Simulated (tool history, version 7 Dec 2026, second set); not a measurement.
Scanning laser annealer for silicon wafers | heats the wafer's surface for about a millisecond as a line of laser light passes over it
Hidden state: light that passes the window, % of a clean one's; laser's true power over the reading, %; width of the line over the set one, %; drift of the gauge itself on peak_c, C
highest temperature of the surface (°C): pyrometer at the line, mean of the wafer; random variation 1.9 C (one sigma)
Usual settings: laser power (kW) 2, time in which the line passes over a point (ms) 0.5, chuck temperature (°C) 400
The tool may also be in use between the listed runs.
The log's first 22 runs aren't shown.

| run | hour | laser power (kW) | time in which the line passes over a point (ms) | chuck temperature (°C) | hours of work since the window was cleaned | hours of work since the power meter was calibrated | hours of work since the optics were aligned | highest temperature of the surface (°C) |
|---|---|---|---|---|---|---|---|---|
| 23 | 212.1 | 2.126 | 0.523 | 400 | 133 | 308 | 12 | 1202 |
| 24 | 220.9 | 2.03 | 0.5 | 400 | 139 | 313 | 17 | 1142 |
| 25 | 227.5 | 2.03 | 0.5 | 400 | 143 | 317 | 22 | 1139 |
| 26 | 235.4 | 2.11 | 0.427 | 380 | 148 | 322 | 27 | 1096 |
|  | 241.4 | optics aligned, line set to its width, once more |
| 27 | 247.7 | 2.11 | 0.427 | 380 | 153 | 327 | 4 | 1128 |
| 28 | 253.6 | 2.11 | 0.427 | 380 | 156 | 331 | 8 | 1123 |
| 29 | 265.5 | 1.883 | 0.5 | 433 | 164 | 338 | 15 | 1132 |
| 30 | 276.7 | 1.883 | 0.5 | 433 | 171 | 345 | 22 | 1129 |
| 31 | 287 | 2 | 0.542 | 440 | 177 | 351 | 29 | 1224 |

Forecast run 32:
| 32 | 296.9 | 1.747 | 0.502 | 427 | 184 | 358 | 35 | ? |

highest temperature of the surface (°C): 1059
Without the tool's hidden state the same run would have given highest temperature of the surface (°C) 1071.
